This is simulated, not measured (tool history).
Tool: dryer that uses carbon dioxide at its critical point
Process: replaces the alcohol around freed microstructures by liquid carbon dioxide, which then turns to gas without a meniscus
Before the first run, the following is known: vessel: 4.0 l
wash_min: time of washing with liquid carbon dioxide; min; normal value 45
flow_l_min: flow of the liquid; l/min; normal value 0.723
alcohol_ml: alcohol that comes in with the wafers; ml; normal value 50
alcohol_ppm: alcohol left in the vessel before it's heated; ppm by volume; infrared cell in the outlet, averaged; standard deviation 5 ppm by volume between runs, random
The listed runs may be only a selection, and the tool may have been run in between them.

run   hour  wash_min  flow_l_min  alcohol_ml  alcohol_ppm
  1      0        45       0.723          50           85
  2   14.2        45       0.723          50           88
  3   31.1        45       0.723          50           92
  4   39.7        45       0.723          50           94
  5     55        45       0.723          50          101
  6   63.3        45       0.723          50           96
  7   79.1        45       0.723          50           95
  8     94        45       0.723          50           99
  9  112.3        43       0.723          50          102
 10  128.2        43       0.723          50          100
 11  144.5        43       0.723          50          110
 12  164.2        45       0.723          50          108
 13  183.7        45       0.723          50          109
 14  202.6        45       0.723          33          110
 15  211.1        39       0.723          50          137
 16  221.4        63       0.723          77           96
 17  238.2        63       0.723          77           93
 18    251        63       1.007          77           95
 19  259.2        63       1.007          77          106
 20  270.7        63       1.007          77          108
 21  285.2        63       1.007          77          107
 22  302.7        29       1.007          77          162
 23  314.6        29       1.007          77          176
 24  327.8        29       1.007          77          154
 25  344.6        42       0.723          50          147
 26  361.8        67       0.668          50          106
 27    382        39       0.898          35          123
 28  397.1        37       0.647          94          332
 29    417        38       0.647          94          299

Results for each run, recomputed without the tool's hidden state and with each run's random variation untouched:
Hidden conditions of the tool in this case: flow that reaches the vessel past the clogged filter, %; alcohol in the recycled carbon dioxide, ppm; drift of the gauge itself on alcohol_ppm, %.
run  alcohol_ppm
  1           15
  2           19
  3           16
  4           20
  5           25
  6           18
  7           16
  8           17
  9           17
 10           16
 11           26
 12           18
 13           18
 14           19
 15           38
 16            2
 17            0
 18            1
 19           11
 20           15
 21            7
 22           44
 23           56
 24           35
 25           30
 26            3
 27           14
 28          158
 29          128
